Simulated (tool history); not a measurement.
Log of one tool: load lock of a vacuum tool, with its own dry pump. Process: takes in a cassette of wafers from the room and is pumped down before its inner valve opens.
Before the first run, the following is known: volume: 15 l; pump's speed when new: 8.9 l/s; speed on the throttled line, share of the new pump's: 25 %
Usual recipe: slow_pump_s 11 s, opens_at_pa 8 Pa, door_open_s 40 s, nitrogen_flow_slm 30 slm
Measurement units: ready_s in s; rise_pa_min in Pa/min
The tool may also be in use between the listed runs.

run	hour	slow_pump_s	opens_at_pa	door_open_s	nitrogen_flow_slm	incoming humidity of the room's air, %	ready_s	rise_pa_min
1	0	11	8	40	30	43.8	25.2	0.135
2	128.9	11	8	40	30	45.3	25	0.144
3	246.3	11	8	40	30	46.4	25.2	0.153
4	402.3	11	8	40	30	45.8	24.9	0.157
5	568.3	8	8	40	30	43.4	22.9	0.162
6	749.1	11	8	40	8	44.2	25.1	0.179
7	916.8	11	8	40	8	45.9	25	0.191
8	1065.3	11	8	40	12	45.1	25.6	0.186
9	1241.9	11	8	40	12	43.6	25	0.186
10	1345.8	11	8	40	5	42.8	25.5	0.201
11	1527	11	8	40	5	45.6	25.5	0.207
12	1678.2	11	8	40	5	47.1	25.3	0.215
13	1787.6	11	8	40	5	48.3	25.5	0.219
14	1875	11	8	65	30	43.4	25.8	0.207
15	1986.5	7	6	48	9	46.5	23.3	0.228
16	2089.1	7	10	40	30	42.3	22.3	0.202
17	2191.8	7	10	40	30	45.3	22	0.213
18	2325.2	11	8	206	30	42.5	25.6	0.236
19	2483.2	11	10	40	7	44.2	25.2	0.237
20	2655.1	11	10	40	7	45.1	25.3	0.241
21	2814.7	20	8	40	30	43.2	32.1	0.233
22	3017.6	8	8	40	30	49.9	23.3	0.245
23	3212.3	11	10	117	30	45.2	25.5	0.258
24	3304.2	10	8	66	7	44.8	25	0.276
25	3463.9	10	8	66	7	46.7	25.1	0.283

5 options for the next run, each taken on its own from the tool as it stands now. Forecast them:
A	3580.1	18	13	66	19	43.9	?	?
B	3580.1	10	8	66	17	45.9	?	?
C	3580.1	9	8	66	7	43.8	?	?
D	3580.1	10	13	66	31	43.3	?	?
E	3580.1	10	8	66	11	43.1	?	?

run	ready_s	rise_pa_min
A	30	0.28
B	25.2	0.274
C	25	0.286
D	24.7	0.264
E	25.6	0.277
Had the tool no hidden state, the same runs would have come out as:
run	ready_s	rise_pa_min
A	28.6	0.047
B	23.3	0.044
C	23.1	0.059
D	23	0.034
E	23.7	0.048

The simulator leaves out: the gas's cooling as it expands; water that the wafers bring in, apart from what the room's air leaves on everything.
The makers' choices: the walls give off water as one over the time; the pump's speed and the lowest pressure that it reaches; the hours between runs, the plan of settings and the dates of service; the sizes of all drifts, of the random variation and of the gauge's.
